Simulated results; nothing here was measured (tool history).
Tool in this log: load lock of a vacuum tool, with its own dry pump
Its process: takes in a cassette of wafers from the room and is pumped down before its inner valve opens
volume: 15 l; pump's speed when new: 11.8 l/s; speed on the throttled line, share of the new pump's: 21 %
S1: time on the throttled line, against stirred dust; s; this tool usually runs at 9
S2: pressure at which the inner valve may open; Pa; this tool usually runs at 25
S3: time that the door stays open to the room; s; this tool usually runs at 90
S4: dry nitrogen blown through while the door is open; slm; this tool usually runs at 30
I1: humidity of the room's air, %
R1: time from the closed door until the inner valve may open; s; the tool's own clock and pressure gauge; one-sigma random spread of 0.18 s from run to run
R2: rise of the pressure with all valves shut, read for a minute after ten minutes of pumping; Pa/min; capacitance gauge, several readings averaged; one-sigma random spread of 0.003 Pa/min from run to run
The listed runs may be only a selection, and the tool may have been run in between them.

run    hour  S1  S2   S3  S4    I1    R1     R2
  1       0   9  25   90  30  48.2  17.7  0.214
  2      78   9  25   90  30  47.1  17.7  0.214
  3     138   9  25   90  30  43.9  17.8  0.216
  4   188.7  11  25   90  30  49.3  19.1  0.214
  5   249.8  11  25   90  30  48.8  19.6  0.222
  6     314  11  25   90  30    44  19.3  0.219
  7   407.6  11  25  228  30    48  19.6  0.249
  8   527.9   9  26   90  30    45    18  0.232
  9   581.9   9  26   90  30  44.8  17.7  0.228
 10   653.6   8  25  123  30  42.5  16.9  0.243
 11   763.7  18  20  176  30  42.1  24.9  0.245
 12   853.1  18  20  176  30  46.1    25  0.261
 13   963.2  14  25   97  12  40.3  21.9  0.271
 14  1027.9   6  25   26  12  44.5  15.1  0.251
 15  1097.5   6  25   26  12  43.6  15.2  0.252
 16  1184.5   6  25   26  12    45  15.4  0.253
 17  1272.9  17  25   90   4  47.7  24.3  0.326

Below are 4 alternative next runs, each starting from the tool's condition after run 17. Predict each:
  A  1395.3  17  36  25   4  43.7   ?   ?
  B  1395.3   5  25  90   4  44.6   ?   ?
  C  1395.3   9  25  90   6  45.3   ?   ?
  D  1395.3  10  25  90  30  46.3   ?   ?

run    R1     R2
  A  23.5  0.267
  B  14.7  0.317
  C  17.9  0.309
  D  18.9  0.267
Without the tool's hidden state the same runs would have given:
run    R1     R2
  A  23.4  0.035
  B  14.5  0.082
  C  17.7  0.073
  D  18.7  0.032
